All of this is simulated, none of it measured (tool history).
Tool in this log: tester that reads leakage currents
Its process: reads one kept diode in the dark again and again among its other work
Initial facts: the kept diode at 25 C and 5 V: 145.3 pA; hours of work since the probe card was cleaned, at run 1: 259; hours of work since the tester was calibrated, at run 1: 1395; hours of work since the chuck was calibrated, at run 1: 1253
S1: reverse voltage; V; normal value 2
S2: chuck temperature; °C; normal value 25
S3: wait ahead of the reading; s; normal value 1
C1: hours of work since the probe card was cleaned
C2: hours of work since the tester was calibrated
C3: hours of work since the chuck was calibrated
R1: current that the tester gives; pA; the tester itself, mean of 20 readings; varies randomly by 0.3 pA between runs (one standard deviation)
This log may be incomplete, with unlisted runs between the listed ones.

run    hour     S1  S2    S3    C1    C2    C3       R1
  1       0      2  25     1   259  1395  1253    94.81
  2   139.4      2  25     1   351  1487  1345    94.68
  3   269.3      2  25     1   437  1572  1430    93.94
  4   337.7      2  25  1.71   482  1617  1475    93.92
  5     441      2  29     1   550  1685  1543   127.19
  6   517.4      2  29     1   600  1736  1593   126.71
  7   623.2      2  29     1   670  1805  1663   127.06
      637.4  -- chuck's temperature calibrated
  8   756.1      2  29     1   756  1891    78   136.93
  9     861      2  32     1   825  1961   147   170.99
 10   984.6      2  25     1   906  2042   229    100.4
 11    1090   1.64  25     1   975  2111   298    91.59
 12    1197   1.64  25     1  1046  2182   368     92.1
 13  1333.3   1.64  25     1  1136  2271   458    91.15
 14  1428.4      2  25     1  1198  2334   521    98.83
 15  1525.6      2  25     1  1262  2398   585    98.38
 16    1607      2  25     1  1316  2451   638    98.53
 17  1700.3      2  26     1  1377  2513   700   105.76
 18  1796.2      2  26     1  1440  2576   763   106.02
 19  1854.6      2  26     1  1479  2614   801   106.27
 20  1958.8      2  25     1  1547  2683   870    97.42
 21  2090.7      2  25     1  1634  2770   956    97.46
 22  2161.9      2  25     1  1681  2817  1003    97.02
 23  2260.8      2  25  2.57  1746  2882  1068    96.52
 24    2348   8.09  28  6.99  1803  2939  1126   217.54
 25  2479.1   4.14  36  4.45  1890  3025  1212   295.92
     2609.1  -- probe card cleaned and baked
 26  2618.7      2  32     1     6  3115  1302   160.36
 27  2685.4      2  47     1    50  3159  1346   464.05
 28  2822.7      2  47     1   141  3250  1436   461.74
 29  2890.7      2  47     1   185  3294  1481   462.34
 30  3015.4      2  47     1   267  3376  1563   461.36
 31  3080.1   6.61  54   0.6   310  3419  1606  1187.32
       3185  -- chuck's temperature calibrated
 32  3209.1   6.61  54   0.6   394  3502    16  1302.72
 33  3280.5   2.57  31  0.52   441  3549    63   179.43
 34  3380.7   2.57  31  0.38   507  3615   129   179.49
 35  3478.2   1.09  25     1   571  3680   193    80.06
 36  3620.5   1.09  25     1   664  3773   287    79.51
 37  3762.4   2.01  25     1   758  3867   380   100.92
 38  3881.2  13.66  22  1.57   836  3945   458   180.34

Run 39 has not been measured yet. What should we expect?
 39  3992.9  1.23  39   1  909  4018  532   ?

Run 39 produced R1 231.18 pA.
On a tool with no hidden condition, and with the same random variation, this run would have come out at R1 231.21 pA.

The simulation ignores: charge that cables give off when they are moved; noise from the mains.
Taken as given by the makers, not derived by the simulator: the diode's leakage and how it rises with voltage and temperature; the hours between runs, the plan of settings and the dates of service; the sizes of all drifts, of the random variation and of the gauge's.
